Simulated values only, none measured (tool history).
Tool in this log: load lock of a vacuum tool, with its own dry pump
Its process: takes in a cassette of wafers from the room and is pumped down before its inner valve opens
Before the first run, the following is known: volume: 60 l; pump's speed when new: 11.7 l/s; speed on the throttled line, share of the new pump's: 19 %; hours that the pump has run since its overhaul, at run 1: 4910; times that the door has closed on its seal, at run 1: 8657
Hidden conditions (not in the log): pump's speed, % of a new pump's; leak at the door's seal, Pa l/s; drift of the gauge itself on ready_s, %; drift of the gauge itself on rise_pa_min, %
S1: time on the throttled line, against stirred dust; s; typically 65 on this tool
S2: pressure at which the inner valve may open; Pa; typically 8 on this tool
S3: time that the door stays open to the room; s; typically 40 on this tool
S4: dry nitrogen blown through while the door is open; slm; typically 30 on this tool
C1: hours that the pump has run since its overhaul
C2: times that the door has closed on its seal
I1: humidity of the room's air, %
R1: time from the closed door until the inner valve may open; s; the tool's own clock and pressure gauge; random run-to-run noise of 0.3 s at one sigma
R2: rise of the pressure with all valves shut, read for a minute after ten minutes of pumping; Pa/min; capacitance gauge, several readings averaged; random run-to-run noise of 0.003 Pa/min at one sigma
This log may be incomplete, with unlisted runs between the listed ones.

run,hour,S1,S2,S3,S4,C1,C2,I1,R1,R2
1,0.0,65,8,40,30,4910,8657,46.9,103.9,0.078
2,109.5,65,8,40,30,5020,9006,44.4,104.2,0.084
3,209.2,65,8,40,10,5120,9324,44.3,104.2,0.099
4,306.4,65,8,40,10,5217,9634,48.8,103.5,0.107
5,448.1,65,8,40,10,5359,10086,44.1,104.3,0.100
6,563.2,65,9,40,10,5474,10454,46.7,103.2,0.108
7,625.1,65,8,40,30,5536,10651,42.1,104.0,0.095
8,687.9,65,8,40,30,5598,10851,43.8,104.1,0.098
9,810.5,65,8,33,30,5721,11242,42.2,104.5,0.101
10,871.7,65,8,33,30,5782,11438,45.8,104.7,0.101
11,974.0,65,8,73,30,5884,11764,45.3,104.0,0.116
12,1046.5,65,8,40,30,5957,11995,48.3,104.2,0.112
13,1138.5,65,8,40,30,6049,12289,47.5,104.6,0.115
14,1254.1,65,8,40,30,6165,12657,42.0,104.4,0.114
15,1366.7,65,8,40,30,6277,13017,45.0,104.3,0.121
16,1496.6,65,8,40,30,6407,13431,43.4,104.6,0.128
17,1559.9,64,9,51,8,6470,13633,44.0,103.0,0.152
18,1707.3,65,6,40,9,6618,14103,47.5,106.8,0.143
19,1816.9,127,6,53,9,6727,14453,48.0,156.0,0.161
20,1898.4,127,6,53,9,6809,14713,44.8,155.5,0.160
21,2012.9,54,9,27,9,6923,15078,43.4,95.4,0.153

What does the tool deliver on the next run?
22,2092.0,54,9,27,9,7003,15331,46.2,?,?

{"run 22": {"R1": 95.7, "R2": 0.16}}
Were there no unlogged condition in the tool, this run, its random variation unchanged, would have produced R1 91.7 s, R2 0.032 Pa/min.
